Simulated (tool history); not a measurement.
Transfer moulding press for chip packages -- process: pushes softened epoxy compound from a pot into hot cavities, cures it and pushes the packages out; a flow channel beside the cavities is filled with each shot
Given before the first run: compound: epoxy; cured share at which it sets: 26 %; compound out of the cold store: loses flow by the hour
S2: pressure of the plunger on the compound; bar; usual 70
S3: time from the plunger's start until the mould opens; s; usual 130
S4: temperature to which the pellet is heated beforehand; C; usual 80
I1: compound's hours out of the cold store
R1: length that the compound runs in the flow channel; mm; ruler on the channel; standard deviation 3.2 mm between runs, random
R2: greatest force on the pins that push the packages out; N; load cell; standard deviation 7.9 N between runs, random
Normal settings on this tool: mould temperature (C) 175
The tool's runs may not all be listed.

Run 1, hour 0: usual settings; I1 40.2. Result: R1 615 mm, R2 647 N.
Run 2, hour 5.6: usual settings; I1 34.7. Result: R1 638 mm, R2 637 N.
Run 3, hour 18.6: usual settings; I1 46.8. Result: R1 594 mm, R2 694 N.
Run 4, hour 29.4: usual settings; I1 24.7. Result: R1 660 mm, R2 758 N.
At hour 37.3: cavities cleaned with cleaning compound and waxed.
Run 5, hour 39.9: usual settings; I1 21.7. Result: R1 679 mm, R2 389 N.
Run 6, hour 51.2: usual settings but S2 76.3 bar; I1 40.4. Result: R1 640 mm, R2 470 N.
Run 7, hour 62.3: usual settings but S2 76.3 bar, S3 158 s, S4 82 C; I1 8.6. Result: R1 747 mm, R2 450 N.
Run 8, hour 75.6: usual settings but S2 64.9 bar, S3 111 s, S4 82 C; I1 22.8. Result: R1 649 mm, R2 773 N.
Run 9, hour 81.6: usual settings but S2 65.9 bar, S3 111 s, S4 82 C; I1 37.3. Result: R1 594 mm, R2 815 N.
Run 10, hour 94.8: usual settings but S3 140 s; I1 33.4. Result: R1 628 mm, R2 601 N.
Run 11, hour 100.5: usual settings but S2 62.7 bar, S4 72 C; I1 9.8. Result: R1 674 mm, R2 745 N.

Table of differences, measured result less the result of that run with no hidden state. Run-to-run variation is the same in both. Gauge scatter possibly is not:
Unlogged tool condition in this case: true mould temperature over the reading, C; pressure that reaches the compound, % of what is set; grip of the stained cavities, % over clean ones'; drift of the gauge itself on flow_mm, %; drift of the gauge itself on push_out_n, %.
run   R1    R2
  1  -11  +298
  2  -12  +308
  3  -12  +356
  4  -14  +400
  5  -15   +37
  6  -16  +125
  7  -20  +163
  8  -19  +345
  9  -17  +381
 10  -20  +297
 11  -22  +378

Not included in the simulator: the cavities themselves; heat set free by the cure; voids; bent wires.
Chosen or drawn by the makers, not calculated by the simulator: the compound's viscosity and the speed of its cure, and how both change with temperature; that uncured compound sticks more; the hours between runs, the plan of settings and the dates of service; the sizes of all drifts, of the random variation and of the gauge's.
